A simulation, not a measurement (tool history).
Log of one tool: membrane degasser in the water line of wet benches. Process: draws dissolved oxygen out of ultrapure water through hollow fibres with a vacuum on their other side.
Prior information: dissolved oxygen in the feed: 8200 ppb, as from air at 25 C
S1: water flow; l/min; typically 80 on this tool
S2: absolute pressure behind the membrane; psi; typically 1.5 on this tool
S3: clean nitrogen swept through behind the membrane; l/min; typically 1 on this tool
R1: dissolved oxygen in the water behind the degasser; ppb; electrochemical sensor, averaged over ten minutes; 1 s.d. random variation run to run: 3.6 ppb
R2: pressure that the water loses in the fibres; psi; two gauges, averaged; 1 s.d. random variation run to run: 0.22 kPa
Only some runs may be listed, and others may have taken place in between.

run	day	S1	S2	S3	R1	R2
1	0	80	1.5	1	868.9	7.921
2	4.171	80	1.5	1.89	560.4	7.842
3	7.283	80	1.5	1.89	568.9	7.871
4	9.812	80	1.5	1.19	778	7.842
5	14.625	80	1.5	1.19	776.2	7.862
6	17.596	80	1.5	1.19	780.8	7.876
7	21.725	80	1.5	1	860.2	7.912
8	26.583	80	1.5	1	868.7	7.928
9	30.054	80	1.5	1	867.1	7.862
10	34.612	80	1.5	1	872.4	7.936
11	37.312	80	1.5	1	872.2	7.847
12	39.917	114	1.5	1	1115.2	11.22
13	45.683	114	1.5	1	1109	11.235
14	50.179	80	1.5	1	873.6	7.928
15	55.05	104	1.5	1	1046.1	10.245
16	58.896	104	1.5	1	1049.9	10.359

Predict the results of run 17:
17	64.421	104	1.5	1	?	?

For run 17 the tool returned R1 1043.8 ppb, R2 10.337 psi.
Without the tool's hidden state the same run would have given R1 1024.6 ppb, R2 10.267 psi.
